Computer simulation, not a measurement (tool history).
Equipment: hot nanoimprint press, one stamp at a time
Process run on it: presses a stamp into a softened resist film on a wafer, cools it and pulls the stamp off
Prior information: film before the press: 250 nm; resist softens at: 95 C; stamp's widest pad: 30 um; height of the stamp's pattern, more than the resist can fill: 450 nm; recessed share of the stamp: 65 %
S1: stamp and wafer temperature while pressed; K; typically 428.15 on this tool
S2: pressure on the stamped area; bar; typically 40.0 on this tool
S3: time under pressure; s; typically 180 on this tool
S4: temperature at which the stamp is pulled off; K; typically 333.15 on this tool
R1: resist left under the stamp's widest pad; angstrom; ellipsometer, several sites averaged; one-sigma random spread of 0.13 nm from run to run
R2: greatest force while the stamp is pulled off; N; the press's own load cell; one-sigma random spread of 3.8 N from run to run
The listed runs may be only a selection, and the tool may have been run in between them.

| run | hour | S1 | S2 | S3 | S4 | R1 | R2 |
|---|---|---|---|---|---|---|---|
| 1 | 0.0 | 428.15 | 40.0 | 180 | 333.15 | 1016 | 182 |
| 2 | 45.7 | 428.15 | 40.0 | 180 | 333.15 | 1017 | 184 |
| 3 | 84.2 | 428.15 | 40.0 | 180 | 333.15 | 1018 | 183 |
| 4 | 120.7 | 428.15 | 40.0 | 180 | 333.15 | 1016 | 188 |
| 5 | 169.5 | 435.15 | 40.0 | 180 | 333.15 | 725 | 193 |
| 6 | 217.4 | 435.15 | 40.0 | 180 | 333.15 | 727 | 185 |
| 7 | 240.6 | 435.15 | 40.0 | 180 | 333.15 | 726 | 188 |
|  | 281.2 | plate thermocouple calibrated |
| 8 | 285.4 | 435.15 | 40.0 | 180 | 333.15 | 726 | 188 |
| 9 | 334.7 | 437.15 | 40.0 | 180 | 333.15 | 661 | 183 |
| 10 | 373.1 | 437.15 | 40.0 | 180 | 333.15 | 661 | 187 |
| 11 | 414.7 | 437.15 | 40.0 | 180 | 333.15 | 662 | 186 |
| 12 | 445.2 | 428.15 | 37.1 | 180 | 333.15 | 1056 | 194 |
|  | 472.1 | gauge calibrated |
| 13 | 480.9 | 428.15 | 37.1 | 180 | 333.15 | 1048 | 186 |
| 14 | 519.8 | 428.15 | 40.0 | 180 | 333.15 | 1019 | 190 |
| 15 | 554.8 | 428.15 | 40.0 | 180 | 333.15 | 1019 | 186 |
| 16 | 603.8 | 416.15 | 40.0 | 109 | 337.15 | 1950 | 171 |
| 17 | 643.7 | 416.15 | 40.0 | 109 | 337.15 | 1950 | 170 |
|  | 660.2 | stamp cleaned and given a new release coat |
|  | 667.0 | plate thermocouple calibrated |
| 18 | 678.4 | 416.15 | 40.0 | 109 | 337.15 | 1951 | 168 |
| 19 | 715.8 | 416.15 | 40.0 | 109 | 337.15 | 1954 | 176 |
| 20 | 749.5 | 416.15 | 40.0 | 109 | 337.15 | 1957 | 175 |
| 21 | 771.4 | 428.15 | 32.6 | 180 | 333.15 | 1114 | 182 |
| 22 | 816.3 | 434.15 | 34.0 | 180 | 333.15 | 823 | 187 |
| 23 | 838.1 | 434.15 | 34.0 | 180 | 333.15 | 825 | 182 |
| 24 | 867.6 | 431.15 | 36.0 | 180 | 333.15 | 929 | 183 |
| 25 | 908.9 | 434.15 | 40.0 | 304 | 333.15 | 604 | 188 |
| 26 | 949.0 | 431.15 | 40.0 | 180 | 322.15 | 888 | 220 |
| 27 | 996.2 | 431.15 | 40.0 | 180 | 322.15 | 890 | 217 |
| 28 | 1039.7 | 431.15 | 40.0 | 180 | 322.15 | 888 | 220 |
|  | 1046.5 | plate thermocouple calibrated |
| 29 | 1069.6 | 438.15 | 40.7 | 108 | 321.15 | 791 | 224 |

Each row is a separate what-if for the run after 29, all from the same tool condition, not one after another. Results?
| A | 1107.1 | 436.15 | 51.0 | 108 | 321.15 | ? | ? |
| B | 1107.1 | 428.15 | 31.8 | 180 | 333.15 | ? | ? |
| C | 1107.1 | 428.15 | 40.0 | 180 | 340.15 | ? | ? |
| D | 1107.1 | 431.15 | 40.7 | 248 | 333.15 | ? | ? |
| E | 1107.1 | 428.15 | 40.0 | 159 | 333.15 | ? | ? |

| run | R1 | R2 |
|---|---|---|
| A | 784 | 232 |
| B | 1137 | 185 |
| C | 1031 | 163 |
| D | 769 | 189 |
| E | 1085 | 186 |
The same runs, with their run-to-run variation unchanged, on a tool lacking any hidden condition would have given:
| run | R1 | R2 |
|---|---|---|
| A | 774 | 230 |
| B | 1123 | 184 |
| C | 1018 | 162 |
| D | 759 | 187 |
| E | 1072 | 185 |

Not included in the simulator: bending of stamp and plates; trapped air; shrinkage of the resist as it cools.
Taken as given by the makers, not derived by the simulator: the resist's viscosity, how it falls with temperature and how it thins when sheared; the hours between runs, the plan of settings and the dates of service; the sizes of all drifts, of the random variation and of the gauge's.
